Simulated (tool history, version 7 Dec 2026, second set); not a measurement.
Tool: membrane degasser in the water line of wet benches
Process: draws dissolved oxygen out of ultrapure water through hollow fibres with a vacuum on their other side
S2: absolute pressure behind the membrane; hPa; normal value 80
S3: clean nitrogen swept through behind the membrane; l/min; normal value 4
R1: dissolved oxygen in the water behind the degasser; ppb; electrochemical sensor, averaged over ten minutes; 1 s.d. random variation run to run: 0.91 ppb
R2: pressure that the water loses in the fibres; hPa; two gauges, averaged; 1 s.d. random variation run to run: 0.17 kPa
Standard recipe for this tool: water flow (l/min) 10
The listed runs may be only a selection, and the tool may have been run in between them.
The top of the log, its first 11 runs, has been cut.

run 12 day=95.421 | water_flow_(l/min)=10 S2=80 S3=6.1 | R1=78.7 R2=287.6
run 13 day=104.15 | water_flow_(l/min)=10 S2=107.9 S3=6.1 | R1=90.4 R2=285.7
run 14 day=112.938 | water_flow_(l/min)=10 S2=139.8 S3=4 | R1=123 R2=281.9
run 15 day=122.438 | water_flow_(l/min)=10 S2=139.8 S3=4 | R1=125 R2=282.2
run 16 day=129.683 | water_flow_(l/min)=10 S2=139.8 S3=4 | R1=124.9 R2=284.6
run 17 day=137.646 | water_flow_(l/min)=10 S2=59.3 S3=6.88 | R1=67.6 R2=284.7
run 18 day=148.812 | water_flow_(l/min)=10 S2=59.3 S3=6.88 | R1=66.7 R2=284.8
run 19 day=155.708 | water_flow_(l/min)=10 S2=59.3 S3=6.88 | R1=67.1 R2=285.3
run 20 day=166.488 | water_flow_(l/min)=10 S2=59.3 S3=6.88 | R1=67.5 R2=284.9
run 21 day=176.475 | water_flow_(l/min)=13 S2=80 S3=4 | R1=168.1 R2=368.7
run 22 day=188.692 | water_flow_(l/min)=10 S2=188.3 S3=4 | R1=154.6 R2=283.8
run 23 day=193.783 | water_flow_(l/min)=8 S2=69.9 S3=9.92 | R1=32.7 R2=226.5
run 24 day=199.871 | water_flow_(l/min)=8 S2=69.9 S3=9.92 | R1=32.7 R2=226.3
run 25 day=208.396 | water_flow_(l/min)=8 S2=80 S3=1.8 | R1=77.8 R2=227.8
run 26 day=218.683 | water_flow_(l/min)=7 S2=144.2 S3=2.56 | R1=89.5 R2=198.6
run 27 day=230.454 | water_flow_(l/min)=7 S2=144.2 S3=2.56 | R1=88.7 R2=200
run 28 day=240.088 | water_flow_(l/min)=7 S2=144.2 S3=2.56 | R1=87.6 R2=200
run 29 day=247.096 | water_flow_(l/min)=13 S2=124.1 S3=7.46 | R1=171.6 R2=372.6
run 30 day=253.404 | water_flow_(l/min)=10 S2=80 S3=4 | R1=87.5 R2=286
run 31 day=260.442 | water_flow_(l/min)=14 S2=156.8 S3=4 | R1=259.1 R2=402.2
run 32 day=266.6 | water_flow_(l/min)=6 S2=156.8 S3=4.39 | R1=50.4 R2=172.8

Predict each of these 4 candidate next runs independently; none follows another, all start after run 32:
run A day=277.892 | water_flow_(l/min)=10 S2=80 S3=2.83 | R1=? R2=?
run B day=277.892 | water_flow_(l/min)=15 S2=132.8 S3=6.08 | R1=? R2=?
run C day=277.892 | water_flow_(l/min)=7 S2=108.4 S3=2.97 | R1=? R2=?
run D day=277.892 | water_flow_(l/min)=10 S2=166.2 S3=4 | R1=? R2=?

run=A R1=98.6 R2=286.3
run=B R1=250.7 R2=427.1
run=C R1=59.2 R2=201.5
run=D R1=138.5 R2=284.1
What these runs would have given with no unlogged condition in the tool:
run=A R1=98.1 R2=285.9
run=B R1=249.6 R2=426.5
run=C R1=59 R2=201.2
run=D R1=138 R2=283.7
